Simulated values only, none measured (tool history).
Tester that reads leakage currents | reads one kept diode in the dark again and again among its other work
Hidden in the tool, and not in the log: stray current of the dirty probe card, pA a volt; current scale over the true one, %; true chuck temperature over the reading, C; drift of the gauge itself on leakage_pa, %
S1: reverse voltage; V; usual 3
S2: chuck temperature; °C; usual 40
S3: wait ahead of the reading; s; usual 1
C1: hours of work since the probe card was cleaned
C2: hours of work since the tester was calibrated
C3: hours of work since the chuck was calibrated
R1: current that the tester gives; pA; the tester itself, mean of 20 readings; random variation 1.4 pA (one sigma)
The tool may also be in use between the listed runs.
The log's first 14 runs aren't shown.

-- day=93.6 chuck's temperature calibrated
run 15 day=99.883 | S1=1.96 S2=40 S3=1 | C1=636 C2=1934 C3=101 | R1=375.27
run 16 day=108.458 | S1=1.96 S2=40 S3=1 | C1=774 C2=2072 C3=239 | R1=378.89
run 17 day=116.583 | S1=3 S2=40 S3=0.75 | C1=905 C2=2203 C3=370 | R1=485.94
run 18 day=123.092 | S1=3 S2=40 S3=4.4 | C1=1010 C2=2308 C3=475 | R1=487.54
-- day=128.229 tester calibrated
run 19 day=129.788 | S1=3 S2=40 S3=4.4 | C1=1116 C2=25 C3=581 | R1=484.36
run 20 day=138.875 | S1=3 S2=40 S3=4.4 | C1=1262 C2=171 C3=727 | R1=490.56
run 21 day=147.912 | S1=3 S2=57 S3=4.9 | C1=1408 C2=317 C3=873 | R1=1673.38
run 22 day=152.796 | S1=1.82 S2=57 S3=1.7 | C1=1486 C2=395 C3=951 | R1=1266.29
run 23 day=161.962 | S1=3 S2=36 S3=1 | C1=1634 C2=543 C3=1099 | R1=373.13
run 24 day=166.446 | S1=3 S2=36 S3=1 | C1=1706 C2=615 C3=1171 | R1=374.54
run 25 day=172.5 | S1=5.69 S2=41 S3=0.38 | C1=1804 C2=713 C3=1269 | R1=793.33
-- day=173.108 probe card cleaned and baked
-- day=178.592 chuck's temperature calibrated
run 26 day=180.55 | S1=3 S2=21 S3=5.67 | C1=118 C2=839 C3=32 | R1=103.06
run 27 day=187.946 | S1=3.24 S2=46 S3=0.86 | C1=237 C2=958 C3=151 | R1=783.65
run 28 day=194.346 | S1=3.24 S2=46 S3=0.86 | C1=340 C2=1061 C3=254 | R1=789.33
run 29 day=202.225 | S1=17.83 S2=43 S3=1 | C1=467 C2=1188 C3=380 | R1=1677.59
run 30 day=210.183 | S1=17.83 S2=43 S3=1 | C1=595 C2=1316 C3=508 | R1=1697.72
run 31 day=215.279 | S1=3 S2=57 S3=1 | C1=677 C2=1398 C3=591 | R1=1680.31
run 32 day=220.012 | S1=1.83 S2=38 S3=1.71 | C1=754 C2=1474 C3=667 | R1=322.54

Run 33 comes next. What will it give?
run 33 day=224.821 | S1=9.27 S2=40 S3=2.39 | C1=831 C2=1551 C3=744 | R1=?

R1: 952.7 pA
Without the tool's hidden state the same run would have given R1 902.9 pA.
